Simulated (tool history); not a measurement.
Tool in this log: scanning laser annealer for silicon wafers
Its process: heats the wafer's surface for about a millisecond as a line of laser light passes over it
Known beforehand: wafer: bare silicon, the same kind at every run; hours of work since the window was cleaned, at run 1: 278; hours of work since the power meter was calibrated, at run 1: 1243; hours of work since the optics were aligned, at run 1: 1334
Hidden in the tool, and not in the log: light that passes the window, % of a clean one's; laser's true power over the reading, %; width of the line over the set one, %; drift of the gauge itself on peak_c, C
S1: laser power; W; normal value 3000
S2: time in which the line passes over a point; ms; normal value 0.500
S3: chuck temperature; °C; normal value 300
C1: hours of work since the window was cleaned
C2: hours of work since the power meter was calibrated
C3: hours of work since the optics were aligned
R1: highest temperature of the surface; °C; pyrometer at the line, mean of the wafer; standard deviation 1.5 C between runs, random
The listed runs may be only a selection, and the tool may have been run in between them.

| run | hour | S1 | S2 | S3 | C1 | C2 | C3 | R1 |
|---|---|---|---|---|---|---|---|---|
| 1 | 0.0 | 3000 | 0.500 | 300 | 278 | 1243 | 1334 | 1094 |
| 2 | 39.3 | 3000 | 0.500 | 265 | 294 | 1259 | 1351 | 1061 |
| 3 | 121.2 | 3000 | 0.500 | 265 | 327 | 1292 | 1384 | 1058 |
| 4 | 185.4 | 3000 | 0.500 | 300 | 353 | 1319 | 1410 | 1096 |
| 5 | 245.1 | 2621 | 0.500 | 300 | 378 | 1343 | 1434 | 991 |
| 6 | 280.4 | 2621 | 0.500 | 300 | 392 | 1357 | 1449 | 995 |
| 7 | 335.9 | 2621 | 0.500 | 300 | 415 | 1380 | 1471 | 993 |
| 8 | 393.9 | 2974 | 0.500 | 300 | 438 | 1403 | 1495 | 1087 |
| 9 | 446.8 | 2974 | 0.500 | 300 | 460 | 1425 | 1516 | 1086 |
| 10 | 501.4 | 2974 | 0.500 | 300 | 482 | 1447 | 1539 | 1087 |
| 11 | 568.8 | 3000 | 0.500 | 323 | 510 | 1475 | 1566 | 1120 |
| 12 | 627.2 | 3000 | 0.500 | 338 | 533 | 1499 | 1590 | 1132 |
| 13 | 682.6 | 3000 | 0.500 | 338 | 556 | 1521 | 1613 | 1133 |
| 14 | 747.8 | 3000 | 0.500 | 311 | 583 | 1548 | 1639 | 1107 |
| 15 | 802.1 | 3122 | 0.500 | 311 | 605 | 1570 | 1661 | 1139 |
| 16 | 846.9 | 3208 | 0.537 | 283 | 623 | 1588 | 1680 | 1168 |
| 17 | 921.3 | 3000 | 0.525 | 300 | 653 | 1618 | 1710 | 1115 |
| 18 | 982.5 | 2774 | 0.377 | 300 | 678 | 1643 | 1735 | 925 |
| 19 | 1018.7 | 2621 | 0.446 | 301 | 693 | 1658 | 1749 | 948 |
| 20 | 1061.9 | 2621 | 0.446 | 301 | 711 | 1676 | 1767 | 948 |
| 21 | 1098.3 | 2621 | 0.446 | 301 | 725 | 1690 | 1782 | 947 |
| 22 | 1145.3 | 3000 | 0.460 | 280 | 745 | 1710 | 1801 | 1038 |
| 23 | 1180.3 | 2700 | 0.590 | 280 | 759 | 1724 | 1815 | 1061 |
| 24 | 1238.8 | 2809 | 0.500 | 290 | 783 | 1748 | 1839 | 1033 |
| 25 | 1319.3 | 2718 | 0.500 | 278 | 815 | 1780 | 1872 | 996 |
| 26 | 1356.3 | 3275 | 0.398 | 324 | 830 | 1796 | 1887 | 1086 |
|  | 1394.7 | window over the wafer cleaned |
| 27 | 1405.6 | 2878 | 0.610 | 301 | 4 | 1815 | 1906 | 1153 |
|  | 1448.7 | optics aligned, line set to its width |
| 28 | 1448.8 | 2878 | 0.610 | 314 | 20 | 1830 | 0 | 1168 |
| 29 | 1487.5 | 3176 | 0.452 | 301 | 36 | 1846 | 16 | 1099 |
| 30 | 1549.6 | 3164 | 0.500 | 300 | 61 | 1871 | 41 | 1140 |

Here are 5 independent what-if runs from the current tool condition. What would each one return?
| A | 1630.1 | 2753 | 0.405 | 294 | 94 | 1904 | 74 | ? |
| B | 1630.1 | 3164 | 0.417 | 330 | 94 | 1904 | 74 | ? |
| C | 1630.1 | 3060 | 0.500 | 300 | 94 | 1904 | 74 | ? |
| D | 1630.1 | 3164 | 0.500 | 264 | 94 | 1904 | 74 | ? |
| E | 1630.1 | 3164 | 0.381 | 298 | 94 | 1904 | 74 | ? |

| run | R1 |
|---|---|
| A | 940 |
| B | 1090 |
| C | 1113 |
| D | 1102 |
| E | 1020 |
Stripped of hidden state, with their random variation kept, the same runs would have yielded:
| run | R1 |
|---|---|
| A | 940 |
| B | 1090 |
| C | 1112 |
| D | 1102 |
| E | 1019 |
